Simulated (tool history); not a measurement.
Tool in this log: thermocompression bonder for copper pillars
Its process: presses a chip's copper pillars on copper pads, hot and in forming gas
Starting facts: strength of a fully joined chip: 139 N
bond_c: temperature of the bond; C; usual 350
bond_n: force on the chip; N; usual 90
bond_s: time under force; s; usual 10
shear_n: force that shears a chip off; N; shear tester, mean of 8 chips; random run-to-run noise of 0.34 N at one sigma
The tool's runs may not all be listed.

run   hour  bond_c  bond_n  bond_s  shear_n
  1    0.0     350      90      10     88.0
  2   15.7     350     100      10     91.6
  3   32.5     350     100      10     92.4
  4   51.7     350     100      10     92.2
      71.0  -- forming gas filter changed
  5   73.3     350     122      10    100.5
  6   96.1     350     122      10     99.1
  7  117.9     350     122      10     98.9
  8  135.3     350      74      10     80.2
  9  151.0     350      74      10     81.2
 10  182.0     350      74      10     80.7
 11  207.1     350      74      10     79.9
 12  236.3     350      90      11     90.5
 13  249.1     350      90      10     88.1
     266.7  -- forming gas filter changed
 14  280.1     350     122      10     99.5
 15  302.7     350     122      10     98.9
 16  328.6     350     122      10     99.2
 17  347.5     380      90      10    109.8
 18  372.1     380      90      10    109.5
 19  390.8     380      90      10    109.1
 20  413.4     350      90      10     87.9
 21  444.9     379      70      10     99.5
     463.2  -- forming gas filter changed
 22  476.3     379      70      10    100.0
 23  495.5     339     129      24    113.6
     499.9  -- heater calibrated with a thermocouple chip
 24  528.8     339     129      24    113.3
 25  555.8     350      75       6     68.7
 26  574.8     350      59      16     83.8
 27  605.1     359     126       5     88.5
 28  629.8     360     126       5     90.4
 29  651.6     360     126       5     89.9
     661.0  -- forming gas filter changed
 30  673.9     357      56       5     59.4
 31  700.8     350      61       7     65.2
 32  721.0     350      61       7     65.2
 33  736.7     350      61       7     64.8
 34  752.9     335     118       9     84.3
 35  775.1     374      90       7     96.3
 36  790.9     374     124      12    119.4
 37  822.4     327      90      20     87.6
 38  848.8     364      96      20    116.8
     855.2  -- forming gas filter changed
 39  866.7     376      78      13    108.0

Alternative continuations, all from the tool just after run 39; predict every row:
  A  881.7     350      56      10        ?
  B  881.7     350      90       6        ?
  C  881.7     352     123       9        ?
  D  881.7     350      76      18        ?
  E  881.7     345      78      21        ?

run  shear_n
  A     71.4
  B     75.5
  C     98.3
  D     96.7
  E     97.5
Without the tool's hidden state the same runs would have given:
run  shear_n
  A     71.1
  B     75.2
  C     98.1
  D     96.5
  E     97.3
